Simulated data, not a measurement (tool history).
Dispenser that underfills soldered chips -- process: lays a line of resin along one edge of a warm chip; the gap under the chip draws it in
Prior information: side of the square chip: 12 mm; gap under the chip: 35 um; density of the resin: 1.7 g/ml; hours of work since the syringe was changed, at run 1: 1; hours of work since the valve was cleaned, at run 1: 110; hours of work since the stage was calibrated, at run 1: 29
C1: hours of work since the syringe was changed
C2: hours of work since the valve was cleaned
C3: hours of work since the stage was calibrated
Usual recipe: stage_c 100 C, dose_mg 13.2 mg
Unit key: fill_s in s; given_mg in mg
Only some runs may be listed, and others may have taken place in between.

{"run": 1, "hour": 0.0, "stage_c": 100, "dose_mg": 13.2, "C1": 1, "C2": 110, "C3": 29, "fill_s": 144.3, "given_mg": 12.09}
{"run": 2, "hour": 7.2, "stage_c": 100, "dose_mg": 15.6, "C1": 6, "C2": 114, "C3": 34, "fill_s": 176.8, "given_mg": 13.86}
{"hour": 8.3, "done": "new syringe of resin"}
{"hour": 15.2, "done": "dispensing valve cleaned and set on the balance"}
{"run": 3, "hour": 17.5, "stage_c": 100, "dose_mg": 15.6, "C1": 5, "C2": 2, "C3": 40, "fill_s": 179.3, "given_mg": 15.69}
{"hour": 18.6, "done": "new syringe of resin"}
{"run": 4, "hour": 26.3, "stage_c": 100, "dose_mg": 15.6, "C1": 5, "C2": 7, "C3": 45, "fill_s": 177.9, "given_mg": 15.68}
{"hour": 28.5, "done": "new syringe of resin"}
{"run": 5, "hour": 31.6, "stage_c": 100, "dose_mg": 15.6, "C1": 2, "C2": 10, "C3": 48, "fill_s": 143.6, "given_mg": 15.66}
{"hour": 37.7, "done": "new syringe of resin"}
{"run": 6, "hour": 40.4, "stage_c": 100, "dose_mg": 14.8, "C1": 2, "C2": 16, "C3": 54, "fill_s": 148.5, "given_mg": 14.67}
{"hour": 47.2, "done": "new syringe of resin"}
{"run": 7, "hour": 49.5, "stage_c": 100, "dose_mg": 13.9, "C1": 1, "C2": 22, "C3": 60, "fill_s": 141.6, "given_mg": 13.74}
{"hour": 56.4, "done": "new syringe of resin"}
{"run": 8, "hour": 57.5, "stage_c": 100, "dose_mg": 13.2, "C1": 1, "C2": 27, "C3": 65, "fill_s": 139.2, "given_mg": 12.83}
{"run": 9, "hour": 65.1, "stage_c": 100, "dose_mg": 13.2, "C1": 6, "C2": 32, "C3": 70, "fill_s": 183.1, "given_mg": 13.04}
{"hour": 66.2, "done": "new syringe of resin"}
{"run": 10, "hour": 73.6, "stage_c": 100, "dose_mg": 13.2, "C1": 5, "C2": 37, "C3": 75, "fill_s": 177.4, "given_mg": 12.89}
{"hour": 75.9, "done": "new syringe of resin"}
{"run": 11, "hour": 79.7, "stage_c": 100, "dose_mg": 13.2, "C1": 2, "C2": 41, "C3": 79, "fill_s": 153.7, "given_mg": 12.83}
{"hour": 85.6, "done": "new syringe of resin"}
{"run": 12, "hour": 86.6, "stage_c": 100, "dose_mg": 13.2, "C1": 1, "C2": 45, "C3": 83, "fill_s": 139.5, "given_mg": 12.7}
{"run": 13, "hour": 91.6, "stage_c": 100, "dose_mg": 13.2, "C1": 4, "C2": 48, "C3": 86, "fill_s": 169.6, "given_mg": 12.78}
{"hour": 95.0, "done": "new syringe of resin"}
{"run": 14, "hour": 100.8, "stage_c": 100, "dose_mg": 13.2, "C1": 4, "C2": 54, "C3": 92, "fill_s": 162.5, "given_mg": 12.66}
{"hour": 104.2, "done": "new syringe of resin"}
{"run": 15, "hour": 107.4, "stage_c": 100, "dose_mg": 13.2, "C1": 2, "C2": 58, "C3": 96, "fill_s": 153.4, "given_mg": 12.57}
{"run": 16, "hour": 113.0, "stage_c": 100, "dose_mg": 13.2, "C1": 6, "C2": 62, "C3": 100, "fill_s": 182.3, "given_mg": 12.5}
{"hour": 114.1, "done": "new syringe of resin"}
{"run": 17, "hour": 117.5, "stage_c": 100, "dose_mg": 13.8, "C1": 2, "C2": 65, "C3": 103, "fill_s": 156.2, "given_mg": 13.19}
{"hour": 123.6, "done": "new syringe of resin"}
{"run": 18, "hour": 125.1, "stage_c": 100, "dose_mg": 13.8, "C1": 1, "C2": 69, "C3": 107, "fill_s": 139.1, "given_mg": 13.02}
{"run": 19, "hour": 130.8, "stage_c": 100, "dose_mg": 13.8, "C1": 5, "C2": 73, "C3": 111, "fill_s": 171.5, "given_mg": 13.06}
{"hour": 133.3, "done": "new syringe of resin"}
{"run": 20, "hour": 138.5, "stage_c": 109, "dose_mg": 13.8, "C1": 3, "C2": 78, "C3": 116, "fill_s": 121.8, "given_mg": 13.08}
{"hour": 142.6, "done": "new syringe of resin"}
{"run": 21, "hour": 147.5, "stage_c": 86, "dose_mg": 14.6, "C1": 3, "C2": 84, "C3": 122, "fill_s": 251.9, "given_mg": 13.64}
{"hour": 151.8, "done": "new syringe of resin"}
{"run": 22, "hour": 153.7, "stage_c": 110, "dose_mg": 15.3, "C1": 1, "C2": 87, "C3": 125, "fill_s": 104.4, "given_mg": 14.27}
{"run": 23, "hour": 159.3, "stage_c": 110, "dose_mg": 15.3, "C1": 5, "C2": 91, "C3": 129, "fill_s": 125.8, "given_mg": 14.29}
{"hour": 161.6, "done": "new syringe of resin"}
{"run": 24, "hour": 167.5, "stage_c": 110, "dose_mg": 15.3, "C1": 4, "C2": 96, "C3": 134, "fill_s": 120, "given_mg": 14.14}
{"hour": 171.1, "done": "new syringe of resin"}
{"run": 25, "hour": 176.3, "stage_c": 110, "dose_mg": 11.9, "C1": 3, "C2": 102, "C3": 140, "fill_s": 124.9, "given_mg": 10.99}
{"hour": 180.5, "done": "new syringe of resin"}
{"run": 26, "hour": 182.3, "stage_c": 96, "dose_mg": 15.2, "C1": 1, "C2": 105, "C3": 143, "fill_s": 167.3, "given_mg": 14.03}
{"run": 27, "hour": 187.3, "stage_c": 96, "dose_mg": 15.2, "C1": 4, "C2": 109, "C3": 147, "fill_s": 200.3, "given_mg": 13.96}
{"hour": 190.1, "done": "new syringe of resin"}
{"run": 28, "hour": 196.1, "stage_c": 90, "dose_mg": 12.5, "C1": 4, "C2": 114, "C3": 152, "fill_s": 240.6, "given_mg": 11.41}
{"hour": 199.7, "done": "new syringe of resin"}
{"run": 29, "hour": 201.8, "stage_c": 95, "dose_mg": 12.5, "C1": 1, "C2": 118, "C3": 156, "fill_s": 177.8, "given_mg": 11.42}
{"hour": 205.0, "done": "dispensing valve cleaned and set on the balance"}
{"run": 30, "hour": 206.5, "stage_c": 106, "dose_mg": 14.6, "C1": 4, "C2": 1, "C3": 158, "fill_s": 137.4, "given_mg": 14.59}
{"hour": 210.3, "done": "new syringe of resin"}
{"run": 31, "hour": 215.7, "stage_c": 106, "dose_mg": 14.6, "C1": 4, "C2": 7, "C3": 164, "fill_s": 137.5, "given_mg": 14.52}
{"hour": 219.8, "done": "new syringe of resin"}
{"run": 32, "hour": 222.7, "stage_c": 99, "dose_mg": 15.1, "C1": 2, "C2": 11, "C3": 168, "fill_s": 155.2, "given_mg": 14.98}

Measured less the same run without the tool's hidden state. The same run-to-run variation is in both; the gauge's scatter may not be:
Unlogged tool condition in this case: resin's viscosity, % of fresh resin's; dose that the valve gives, % of what is set; true chip temperature over the reading, C; drift of the gauge itself on fill_s, %; drift of the gauge itself on given_mg, %.
run=1 fill_s=+8.2 given_mg=-1.18
run=2 fill_s=+45.1 given_mg=-1.43
run=3 fill_s=+47.5 given_mg=-0.01
run=4 fill_s=+44.3 given_mg=-0.08
run=5 fill_s=+11.9 given_mg=-0.11
run=6 fill_s=+16.3 given_mg=-0.17
run=7 fill_s=+9.9 given_mg=-0.22
run=8 fill_s=+6.9 given_mg=-0.26
run=9 fill_s=+49 given_mg=-0.31
run=10 fill_s=+43 given_mg=-0.37
run=11 fill_s=+21 given_mg=-0.41
run=12 fill_s=+8.6 given_mg=-0.45
run=13 fill_s=+35.4 given_mg=-0.49
run=14 fill_s=+32.1 given_mg=-0.55
run=15 fill_s=+19.1 given_mg=-0.59
run=16 fill_s=+50.2 given_mg=-0.64
run=17 fill_s=+22.8 given_mg=-0.69
run=18 fill_s=+8.8 given_mg=-0.74
run=19 fill_s=+39.8 given_mg=-0.79
run=20 fill_s=+22 given_mg=-0.83
run=21 fill_s=+39.5 given_mg=-0.95
run=22 fill_s=+8.9 given_mg=-1.04
run=23 fill_s=+30.8 given_mg=-1.08
run=24 fill_s=+23.5 given_mg=-1.13
run=25 fill_s=+26.4 given_mg=-0.93
run=26 fill_s=+17 given_mg=-1.23
run=27 fill_s=+49 given_mg=-1.28
run=28 fill_s=+52.4 given_mg=-1.1
run=29 fill_s=+20.2 given_mg=-1.14
run=30 fill_s=+27.4 given_mg=-0.04
run=31 fill_s=+28.1 given_mg=-0.11
run=32 fill_s=+17.3 given_mg=-0.16
